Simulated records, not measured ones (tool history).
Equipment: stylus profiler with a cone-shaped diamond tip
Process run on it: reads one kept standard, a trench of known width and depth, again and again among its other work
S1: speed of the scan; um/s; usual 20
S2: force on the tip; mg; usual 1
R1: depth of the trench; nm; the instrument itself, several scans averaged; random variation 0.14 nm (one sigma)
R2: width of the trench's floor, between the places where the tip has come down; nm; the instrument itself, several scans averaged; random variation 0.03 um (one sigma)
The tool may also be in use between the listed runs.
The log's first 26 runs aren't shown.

run,hour,S1,S2,R1,R2
27,1227.2,56,0.35,501.15,44750
28,1273.3,26,0.85,502.2,45420
29,1309.4,46,2.19,503.83,45360
30,1365.1,64,0.79,501.8,45000
31,1428.2,6,0.42,501.23,45610
32,1476.5,46,1.37,502.74,45300
33,1516,17,0.38,501.4,45430
34,1563.2,9,2.82,504.51,45550
35,1611.2,20,2.01,503.6,45460
36,1654.2,5,0.71,501.97,45500
37,1691,5,0.71,502,45600
38,1731.8,5,0.71,501.81,45580
# hour 1780.4: height scale calibrated on a step standard
39,1782.2,5,0.71,501.65,45640
40,1840.5,9,2.45,504.11,45570
41,1891.6,68,0.46,501.52,44690
42,1940.8,68,0.46,501.19,44730
43,2001.4,34,0.51,501.35,45190
44,2064.8,68,0.49,501.66,44750
45,2126.8,11,2.24,504,45590

Branching from run 45: 4 alternative next runs. What would each branch give?
A,2175.2,47,1.05,?,?
B,2175.2,8,1.89,?,?
C,2175.2,7,2.78,?,?
D,2175.2,30,1.14,?,?

run,R1,R2
A,502.34,45260
B,503.28,45560
C,504.57,45600
D,502.33,45370
Take away the tool's hidden state, keep each run's random variation, and the runs would have read:
run,R1,R2
A,502.34,45290
B,503.27,45590
C,504.56,45620
D,502.32,45390
